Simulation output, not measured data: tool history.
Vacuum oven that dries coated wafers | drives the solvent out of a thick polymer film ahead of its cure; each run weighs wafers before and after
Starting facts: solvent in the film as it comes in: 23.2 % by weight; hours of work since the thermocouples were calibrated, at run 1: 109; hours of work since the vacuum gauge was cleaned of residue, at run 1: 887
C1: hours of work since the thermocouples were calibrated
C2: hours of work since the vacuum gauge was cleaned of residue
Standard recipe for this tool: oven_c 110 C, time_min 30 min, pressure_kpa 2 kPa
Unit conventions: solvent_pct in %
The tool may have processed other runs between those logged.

Run 1, hour 0: usual settings; C1 109; C2 887. Result: solvent_pct 5.55 %.
Run 2, hour 41.3: usual settings; C1 128; C2 906. Result: solvent_pct 5.63 %.
Run 3, hour 98.8: usual settings; C1 155; C2 932. Result: solvent_pct 5.68 %.
Run 4, hour 152.3: usual settings but time_min 48 min; C1 179; C2 957. Result: solvent_pct 2.96 %.
Run 5, hour 232.4: usual settings but time_min 48 min; C1 216; C2 994. Result: solvent_pct 2.95 %.
Run 6, hour 277: usual settings but time_min 48 min; C1 237; C2 1014. Result: solvent_pct 2.99 %.
Run 7, hour 363.6: usual settings but oven_c 107 C; C1 276; C2 1054. Result: solvent_pct 6.7 %.
Run 8, hour 428.8: usual settings; C1 306; C2 1084. Result: solvent_pct 5.73 %.
Run 9, hour 515.1: usual settings; C1 346; C2 1124. Result: solvent_pct 5.78 %.
Run 10, hour 568.7: usual settings; C1 371; C2 1148. Result: solvent_pct 5.8 %.
Run 11, hour 649.8: usual settings; C1 408; C2 1186. Result: solvent_pct 5.91 %.
Run 12, hour 725.2: usual settings; C1 443; C2 1220. Result: solvent_pct 5.8 %.
Run 13, hour 773.4: usual settings; C1 465; C2 1243. Result: solvent_pct 5.87 %.
Run 14, hour 821: usual settings; C1 487; C2 1265. Result: solvent_pct 5.85 %.
Run 15, hour 911.9: usual settings; C1 529; C2 1306. Result: solvent_pct 5.93 %.
Run 16, hour 965.1: usual settings but pressure_kpa 2.68 kPa; C1 553; C2 1331. Result: solvent_pct 6.04 %.
Run 17, hour 1031.4: usual settings but oven_c 117 C, pressure_kpa 2.68 kPa; C1 584; C2 1361. Result: solvent_pct 3.99 %.
Run 18, hour 1107: usual settings but time_min 15 min; C1 619; C2 1396. Result: solvent_pct 10.65 %.
Run 19, hour 1146.6: usual settings but time_min 15 min; C1 637; C2 1414. Result: solvent_pct 10.47 %.
Run 20, hour 1196.5: usual settings but time_min 15 min; C1 660; C2 1437. Result: solvent_pct 10.62 %.
Run 21, hour 1256.1: usual settings but pressure_kpa 1.47 kPa; C1 687; C2 1465. Result: solvent_pct 5.89 %.
Run 22, hour 1300: usual settings but pressure_kpa 1.47 kPa; C1 707; C2 1485. Result: solvent_pct 5.96 %.
Run 23, hour 1381.4: usual settings; C1 745; C2 1522. Result: solvent_pct 6.07 %.
Run 24, hour 1423.1: usual settings but pressure_kpa 2.17 kPa; C1 764; C2 1542. Result: solvent_pct 6.13 %.
Run 25, hour 1491.5: usual settings but oven_c 106 C, pressure_kpa 3.72 kPa; C1 796; C2 1573. Result: solvent_pct 7.97 %.
At hour 1560.3: oven's thermocouples calibrated.
Run 26, hour 1567.6: usual settings but oven_c 106 C, pressure_kpa 3.72 kPa; C1 3; C2 1607. Result: solvent_pct 7.28 %.
Run 27, hour 1619.8: usual settings but oven_c 108 C, pressure_kpa 1.72 kPa; C1 27; C2 1631. Result: solvent_pct 6.11 %.
Run 28, hour 1664.1: usual settings but oven_c 98 C; C1 48; C2 1652. Result: solvent_pct 9.7 %.
Run 29, hour 1755.1: usual settings but oven_c 100 C, time_min 37 min; C1 90; C2 1694. Result: solvent_pct 7.6 %.
Run 30, hour 1840.6: usual settings but oven_c 101 C, time_min 20 min, pressure_kpa 2.28 kPa; C1 129; C2 1733. Result: solvent_pct 11.27 %.
Run 31, hour 1903.4: usual settings but time_min 45 min, pressure_kpa 4.6 kPa; C1 158; C2 1762. Result: solvent_pct 3.99 %.
Run 32, hour 1941: usual settings but time_min 26 min, pressure_kpa 2.2 kPa; C1 175; C2 1779. Result: solvent_pct 6.61 %.
At hour 1973.2: vacuum gauge cleaned of residue and calibrated.
Run 33, hour 1988.7: usual settings but oven_c 105 C, time_min 36 min, pressure_kpa 5.03 kPa; C1 196; C2 7. Result: solvent_pct 6.81 %.
Run 34, hour 2037.3: usual settings but oven_c 99 C, time_min 20 min; C1 219; C2 30. Result: solvent_pct 11.82 %.
Run 35, hour 2092.6: usual settings but oven_c 98 C, pressure_kpa 5.67 kPa; C1 244; C2 55. Result: solvent_pct 10.82 %.
Run 36, hour 2183.7: usual settings but time_min 45 min, pressure_kpa 2.56 kPa; C1 286; C2 97. Result: solvent_pct 3.44 %.
Run 37, hour 2249.5: usual settings but time_min 45 min, pressure_kpa 2.56 kPa; C1 317; C2 127. Result: solvent_pct 3.43 %.
Run 38, hour 2300.4: usual settings but oven_c 100 C, time_min 42 min, pressure_kpa 3.57 kPa; C1 340; C2 151. Result: solvent_pct 7.4 %.
Run 39, hour 2385.7: usual settings but oven_c 106 C, time_min 32 min, pressure_kpa 1.33 kPa; C1 379; C2 190. Result: solvent_pct 6.5 %.
Run 40, hour 2440.6: usual settings but oven_c 106 C, time_min 32 min, pressure_kpa 1.33 kPa; C1 404; C2 215. Result: solvent_pct 6.52 %.
Run 41, hour 2517.8: usual settings but oven_c 106 C, time_min 32 min, pressure_kpa 1.33 kPa; C1 440; C2 251. Result: solvent_pct 6.59 %.
Run 42, hour 2563.7: usual settings but oven_c 106 C, time_min 32 min, pressure_kpa 1.33 kPa; C1 461; C2 272. Result: solvent_pct 6.49 %.
Run 43, hour 2656.4: usual settings but oven_c 106 C, time_min 32 min, pressure_kpa 1.33 kPa; C1 504; C2 314. Result: solvent_pct 6.52 %.
Run 44, hour 2708.5: usual settings but oven_c 97 C, time_min 34 min, pressure_kpa 1.52 kPa; C1 528; C2 338. Result: solvent_pct 9.44 %.
Run 45, hour 2788.4: usual settings but oven_c 97 C, time_min 34 min, pressure_kpa 1.52 kPa; C1 565; C2 375. Result: solvent_pct 9.41 %.
Run 46, hour 2845.9: usual settings but time_min 34 min, pressure_kpa 1.14 kPa; C1 591; C2 402. Result: solvent_pct 4.78 %.

Below are 3 alternative next runs, each starting from the tool's condition after run 46. Predict each:
Run A, hour 2895.9: usual settings but time_min 34 min, pressure_kpa 2.67 kPa; C1 614; C2 425. Result: solvent_pct ?.
Run B, hour 2895.9: usual settings but oven_c 95 C, time_min 53 min, pressure_kpa 2.82 kPa; C1 614; C2 425. Result: solvent_pct ?.
Run C, hour 2895.9: usual settings but oven_c 100 C, time_min 50 min, pressure_kpa 1.43 kPa; C1 614; C2 425. Result: solvent_pct ?.

run  solvent_pct
  A         5.26
  B          7.9
  C         5.78
With the hidden condition removed and each run's random variation left untouched, the same runs would have given:
run  solvent_pct
  A         4.85
  B         7.41
  C         5.34
